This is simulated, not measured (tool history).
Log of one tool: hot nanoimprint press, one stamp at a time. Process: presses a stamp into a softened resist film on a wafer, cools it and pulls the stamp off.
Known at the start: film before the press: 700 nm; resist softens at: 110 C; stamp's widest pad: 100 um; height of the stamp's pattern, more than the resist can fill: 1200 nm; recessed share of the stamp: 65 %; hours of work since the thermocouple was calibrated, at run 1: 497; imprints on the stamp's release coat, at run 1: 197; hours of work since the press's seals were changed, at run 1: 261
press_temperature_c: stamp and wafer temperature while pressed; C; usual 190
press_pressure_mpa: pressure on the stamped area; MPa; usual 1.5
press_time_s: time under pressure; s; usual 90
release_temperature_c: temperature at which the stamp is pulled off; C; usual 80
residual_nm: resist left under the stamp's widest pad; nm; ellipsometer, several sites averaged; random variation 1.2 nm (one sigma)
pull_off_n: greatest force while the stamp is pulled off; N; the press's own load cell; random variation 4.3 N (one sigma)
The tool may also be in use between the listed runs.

run   hour  press_temperature_c  press_pressure_mpa  press_time_s  release_temperature_c  hours of work since the thermocouple was calibrated  imprints on the stamp's release coat  hours of work since the press's seals were changed  residual_nm  pull_off_n
  1      0                  190                 1.5            90                     80                                                  497                                   197                                                 261        415.1         218
  2   10.5                  190                 1.5            90                     80                                                  504                                   225                                                 269        413.3         225
  3   21.3                  190                 1.5            90                     80                                                  512                                   253                                                 276        411.1         222
        39  -- plate thermocouple calibrated
  4   39.6                  190                1.06            90                     80                                                    0                                   293                                                 287        478.5         233
  5   53.4                  190                1.06            90                     80                                                   10                                   329                                                 297        481.6         226
  6   61.9                  199                 1.5            90                     80                                                   16                                   351                                                 303        303.9         230
  7   70.3                  190                 1.5            90                     80                                                   22                                   373                                                 309        411.6         232
  8   81.2                  200                2.01            90                     80                                                   30                                   402                                                 316        248.8         232
  9   87.7                  200                2.01            90                     80                                                   34                                   419                                                 321        247.7         234
 10   97.5                  191                1.69            66                     80                                                   41                                   444                                                 328        409.8         242
 11  106.5                  193                1.05            90                     80                                                   48                                   468                                                 334        441.3         236
 12  113.5                  193                1.05            90                     80                                                   53                                   486                                                 339        444.1         234
 13    126                  199                1.05            63                     80                                                   62                                   519                                                 348        409.2         234
     130.4  -- plate thermocouple calibrated, once more
 14  136.8                  199                1.05            63                     80                                                    5                                   539                                                 354        422.4         245

3 ways to go on from here, each from the tool as it stands after run 14. What would each give?
  A  143.8                  190                1.11            90                     70                                                   10                                   558                                                 359            ?           ?
  B  143.8                  184                1.14            90                     80                                                   10                                   558                                                 359            ?           ?
  C  143.8                  192                1.78            82                     80                                                   10                                   558                                                 359            ?           ?

run  residual_nm  pull_off_n
  A        481.1         320
  B        555.2         250
  C        372.5         242
Without the tool's hidden state the same runs would have given:
run  residual_nm  pull_off_n
  A        477.9         271
  B        552.4         213
  C        367.1         205
